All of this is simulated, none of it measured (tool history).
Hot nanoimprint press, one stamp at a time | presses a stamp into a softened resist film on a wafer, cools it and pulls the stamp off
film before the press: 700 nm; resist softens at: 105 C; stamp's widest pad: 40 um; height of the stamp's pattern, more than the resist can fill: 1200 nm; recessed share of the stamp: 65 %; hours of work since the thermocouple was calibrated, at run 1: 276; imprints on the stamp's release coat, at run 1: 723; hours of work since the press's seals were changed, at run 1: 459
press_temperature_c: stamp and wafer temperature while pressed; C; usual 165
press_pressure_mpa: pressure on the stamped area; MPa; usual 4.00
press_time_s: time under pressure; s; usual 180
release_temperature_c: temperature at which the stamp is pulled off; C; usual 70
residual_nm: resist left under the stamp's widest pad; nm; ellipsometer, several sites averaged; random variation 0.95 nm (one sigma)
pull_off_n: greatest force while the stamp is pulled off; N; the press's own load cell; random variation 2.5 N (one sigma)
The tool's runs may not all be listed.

| run | hour | press_temperature_c | press_pressure_mpa | press_time_s | release_temperature_c | hours of work since the thermocouple was calibrated | imprints on the stamp's release coat | hours of work since the press's seals were changed | residual_nm | pull_off_n |
|---|---|---|---|---|---|---|---|---|---|---|
| 1 | 0.0 | 165 | 4.00 | 180 | 70 | 276 | 723 | 459 | 353.4 | 149 |
| 2 | 21.6 | 165 | 4.00 | 180 | 77 | 287 | 791 | 470 | 353.9 | 127 |
| 3 | 41.2 | 165 | 4.00 | 180 | 77 | 298 | 853 | 481 | 350.8 | 134 |
| 4 | 69.1 | 165 | 4.00 | 180 | 70 | 312 | 940 | 495 | 350.1 | 162 |
| 5 | 81.7 | 165 | 4.00 | 180 | 70 | 319 | 980 | 502 | 351.6 | 155 |
| 6 | 103.6 | 165 | 4.00 | 180 | 70 | 330 | 1048 | 513 | 349.6 | 166 |
| 7 | 115.5 | 165 | 4.00 | 180 | 70 | 336 | 1086 | 519 | 349.9 | 161 |
| 8 | 140.2 | 165 | 4.00 | 180 | 70 | 349 | 1163 | 532 | 349.9 | 165 |
| 9 | 160.4 | 165 | 4.00 | 180 | 70 | 360 | 1227 | 543 | 349.9 | 165 |
| 10 | 185.9 | 165 | 4.00 | 161 | 70 | 373 | 1307 | 556 | 360.5 | 177 |
| 11 | 198.4 | 165 | 4.00 | 161 | 70 | 380 | 1346 | 563 | 362.1 | 180 |
| 12 | 217.3 | 160 | 4.00 | 180 | 70 | 389 | 1405 | 572 | 421.8 | 184 |
| 13 | 233.7 | 160 | 4.00 | 180 | 70 | 398 | 1457 | 581 | 421.8 | 183 |
|  | 257.3 | stamp cleaned and given a new release coat |
| 14 | 263.5 | 175 | 4.00 | 180 | 70 | 410 | 19 | 593 | 238.2 | 111 |
| 15 | 290.0 | 165 | 4.00 | 180 | 70 | 424 | 103 | 607 | 346.7 | 118 |
| 16 | 302.3 | 162 | 5.82 | 316 | 70 | 431 | 141 | 614 | 267.1 | 120 |
|  | 317.8 | plate thermocouple calibrated |
| 17 | 324.1 | 162 | 5.82 | 316 | 70 | 3 | 200 | 623 | 260.8 | 122 |
| 18 | 350.5 | 155 | 2.55 | 151 | 70 | 17 | 283 | 637 | 582.6 | 119 |
| 19 | 365.0 | 158 | 3.64 | 180 | 76 | 25 | 329 | 645 | 458.6 | 114 |
| 20 | 386.3 | 158 | 3.64 | 180 | 76 | 36 | 396 | 656 | 458.6 | 112 |
| 21 | 411.4 | 158 | 3.64 | 180 | 76 | 49 | 474 | 669 | 459.3 | 113 |
| 22 | 428.3 | 158 | 3.64 | 180 | 76 | 58 | 527 | 678 | 461.7 | 119 |
|  | 443.1 | plate thermocouple calibrated, once more |
| 23 | 447.1 | 158 | 3.64 | 180 | 76 | 2 | 577 | 686 | 491.2 | 124 |
| 24 | 474.6 | 165 | 3.20 | 180 | 71 | 16 | 663 | 700 | 405.6 | 139 |
|  | 498.4 | press's hydraulic seals changed and the load cell set to zero |
| 25 | 499.2 | 155 | 4.13 | 118 | 62 | 25 | 715 | 0 | 553.5 | 167 |
| 26 | 514.7 | 155 | 4.13 | 118 | 62 | 33 | 764 | 8 | 552.6 | 176 |
| 27 | 538.1 | 155 | 4.13 | 118 | 62 | 45 | 837 | 21 | 554.5 | 171 |
| 28 | 561.1 | 155 | 4.13 | 118 | 62 | 57 | 909 | 33 | 552.2 | 179 |
| 29 | 581.4 | 163 | 3.71 | 102 | 70 | 68 | 973 | 43 | 466.0 | 162 |

The same runs without the tool's hidden state, with the same run-to-run variation:
The hidden state here: true temperature over the reading, C; pressure that arrives at the usual setting, %; grip of the stamp's worn release coat, % over a new coat's; drift of the gauge itself on residual_nm, %; drift of the gauge itself on pull_off_n, %.
| run | residual_nm | pull_off_n |
|---|---|---|
| 1 | 360.1 | 116 |
| 2 | 360.9 | 97 |
| 3 | 358.1 | 100 |
| 4 | 357.8 | 119 |
| 5 | 359.5 | 111 |
| 6 | 357.8 | 117 |
| 7 | 358.3 | 112 |
| 8 | 358.7 | 112 |
| 9 | 359.0 | 110 |
| 10 | 370.2 | 116 |
| 11 | 372.0 | 116 |
| 12 | 434.0 | 117 |
| 13 | 434.3 | 113 |
| 14 | 244.4 | 113 |
| 15 | 357.9 | 116 |
| 16 | 275.2 | 116 |
| 17 | 275.5 | 117 |
| 18 | 602.0 | 110 |
| 19 | 483.1 | 105 |
| 20 | 483.5 | 100 |
| 21 | 484.7 | 98 |
| 22 | 487.6 | 102 |
| 23 | 486.4 | 100 |
| 24 | 401.8 | 109 |
| 25 | 555.8 | 129 |
| 26 | 555.1 | 133 |
| 27 | 557.5 | 127 |
| 28 | 555.5 | 130 |
| 29 | 469.8 | 115 |
